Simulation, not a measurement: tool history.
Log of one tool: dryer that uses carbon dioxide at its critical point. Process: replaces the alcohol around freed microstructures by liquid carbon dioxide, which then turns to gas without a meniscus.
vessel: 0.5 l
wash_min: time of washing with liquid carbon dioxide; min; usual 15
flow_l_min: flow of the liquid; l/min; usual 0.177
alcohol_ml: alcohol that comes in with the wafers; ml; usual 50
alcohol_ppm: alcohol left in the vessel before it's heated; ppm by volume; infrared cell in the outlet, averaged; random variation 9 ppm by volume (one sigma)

| run | day | wash_min | flow_l_min | alcohol_ml | alcohol_ppm |
|---|---|---|---|---|---|
| 1 | 0.000 | 15 | 0.177 | 50 | 727 |
| 2 | 0.421 | 15 | 0.177 | 64 | 903 |
| 3 | 1.133 | 15 | 0.177 | 50 | 746 |
| 4 | 1.946 | 15 | 0.177 | 50 | 716 |
| 5 | 2.425 | 15 | 0.141 | 50 | 1841 |
| 6 | 2.962 | 15 | 0.177 | 50 | 764 |
| 7 | 3.746 | 15 | 0.177 | 50 | 779 |
| 8 | 4.321 | 15 | 0.177 | 50 | 765 |
| 9 | 4.712 | 15 | 0.177 | 50 | 775 |
| 10 | 5.246 | 15 | 0.177 | 50 | 791 |
| 11 | 6.133 | 15 | 0.177 | 50 | 786 |
| 12 | 6.771 | 15 | 0.177 | 50 | 813 |
| 13 | 7.304 | 15 | 0.231 | 50 | 253 |
| 14 | 7.854 | 15 | 0.181 | 50 | 734 |
| 15 | 8.333 | 15 | 0.181 | 50 | 739 |
| 16 | 8.788 | 15 | 0.177 | 50 | 865 |
| 17 | 9.433 | 15 | 0.177 | 50 | 859 |
| 18 | 10.133 | 15 | 0.177 | 50 | 862 |
| 19 | 10.808 | 15 | 0.177 | 50 | 866 |
| 20 | 11.479 | 10 | 0.177 | 50 | 4091 |
| 21 | 12.025 | 19 | 0.160 | 50 | 475 |
| 22 | 12.496 | 10 | 0.177 | 50 | 4071 |
| 23 | 13.246 | 23 | 0.148 | 63 | 346 |
| 24 | 14.096 | 13 | 0.258 | 31 | 249 |
| 25 | 14.700 | 13 | 0.136 | 28 | 2333 |
| 26 | 15.221 | 23 | 0.177 | 49 | 147 |
| 27 | 16.096 | 23 | 0.177 | 30 | 130 |
| 28 | 16.912 | 23 | 0.177 | 30 | 123 |
| 29 | 17.338 | 9 | 0.139 | 78 | 16938 |
| 30 | 18.133 | 18 | 0.139 | 23 | 597 |
| 31 | 18.879 | 10 | 0.177 | 50 | 2968 |
| 32 | 19.417 | 23 | 0.259 | 80 | 87 |
| 33 | 19.800 | 15 | 0.129 | 55 | 2297 |
| 34 | 20.362 | 10 | 0.266 | 66 | 859 |
| 35 | 20.908 | 21 | 0.203 | 116 | 150 |
| 36 | 21.608 | 11 | 0.151 | 49 | 3679 |
| 37 | 22.292 | 10 | 0.177 | 20 | 1333 |
| 38 | 22.825 | 11 | 0.177 | 26 | 1236 |
| 39 | 23.242 | 11 | 0.177 | 26 | 1237 |
| 40 | 24.112 | 16 | 0.188 | 50 | 380 |

Taken out of this log: 1 entry between the listed runs. Where each belongs, and how the hidden state differs across it:
Between runs 30 and 31: inlet filter changed (day 18.879)
  flow that reaches the vessel past the clogged filter, %: 88.9 -> 99.8; alcohol in the recycled carbon dioxide, ppm: 89.3 -> 90.6
  measured less the result without the state, alcohol_ppm: +305 -> +107 ppm by volume
